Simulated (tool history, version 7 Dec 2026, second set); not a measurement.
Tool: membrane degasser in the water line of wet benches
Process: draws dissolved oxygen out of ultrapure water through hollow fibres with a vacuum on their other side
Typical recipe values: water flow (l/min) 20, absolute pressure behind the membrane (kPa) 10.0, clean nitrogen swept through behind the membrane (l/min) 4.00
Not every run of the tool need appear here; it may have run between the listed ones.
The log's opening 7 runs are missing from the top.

run	hour	water flow (l/min)	absolute pressure behind the membrane (kPa)	clean nitrogen swept through behind the membrane (l/min)	hours since the membrane was changed	hours since the vacuum gauge was calibrated	hours since the vacuum lines were made tight	dissolved oxygen in the water behind the degasser (ppb)	pressure that the water loses in the fibres (kPa)
8	1338.6	16	10.0	4.00	6154	2804	6154	81.8	25.39
9	1593.4	20	10.0	5.04	6409	3058	6409	94.6	31.82
10	1735.8	20	10.0	5.04	6551	3201	6551	95.4	31.70
11	2018.4	20	10.0	4.00	6834	3483	6834	111.3	31.84
12	2266.8	20	10.0	4.00	7082	3732	7082	111.0	31.55
13	2543.9	20	10.0	4.00	7359	4009	7359	111.3	31.73
14	2820.8	20	9.9	4.00	7636	4286	7636	107.7	31.59
15	3119.7	20	9.9	4.00	7935	4585	7935	109.6	31.73
16	3365.8	20	9.9	4.00	8181	4831	8181	110.3	31.22
17	3653.7	20	9.9	4.00	8469	5119	8469	109.9	31.33
18	3800.1	18	18.6	6.21	8616	5265	8616	128.5	28.05
19	4070.3	16	15.3	4.00	8886	5535	8886	130.6	25.09
20	4303.5	13	10.3	4.76	9119	5768	9119	55.5	20.29
21	4572.4	13	10.0	2.00	9388	6037	9388	112.9	20.13
22	4887.8	18	10.0	3.02	9703	6353	9703	116.6	27.99
# hour 4968.8: seals of the vacuum lines changed
23	5235.7	30	10.0	5.69	10049	6699	267	168.8	47.15
# hour 5408.2: gauge calibrated
24	5519.8	20	10.0	3.65	10333	6983	551	118.8	32.04
25	5691.9	20	20.0	3.42	10505	7155	723	260.4	31.95
26	5991.8	15	23.2	3.42	10805	7455	1023	217.3	23.78
27	6224.3	15	8.7	11.63	11038	7687	1255	30.6	24.21
# hour 6286.8: vacuum gauge calibrated
28	6560.1	15	10.4	3.57	11373	273	1591	87.3	24.03
29	6899.6	22	11.9	2.07	11713	613	1930	248.2	34.72
30	7051.2	22	11.9	2.07	11864	764	2082	245.7	34.67
31	7323.4	22	11.9	2.07	12136	1037	2354	253.3	35.04

Below are 3 alternative next runs, each starting from the tool's condition after run 31. Predict each:
A	7614.1	28	9.5	4.00	12427	1327	2645	?	?
B	7614.1	14	9.1	3.40	12427	1327	2645	?	?
C	7614.1	25	8.8	10.61	12427	1327	2645	?	?

run	dissolved oxygen in the water behind the degasser (ppb)	pressure that the water loses in the fibres (kPa)
A	176.6	44.35
B	69.1	21.69
C	84.7	39.84
Without the tool's hidden state the same runs would have given:
run	dissolved oxygen in the water behind the degasser (ppb)	pressure that the water loses in the fibres (kPa)
A	176.3	44.84
B	69.0	21.93
C	84.5	40.28
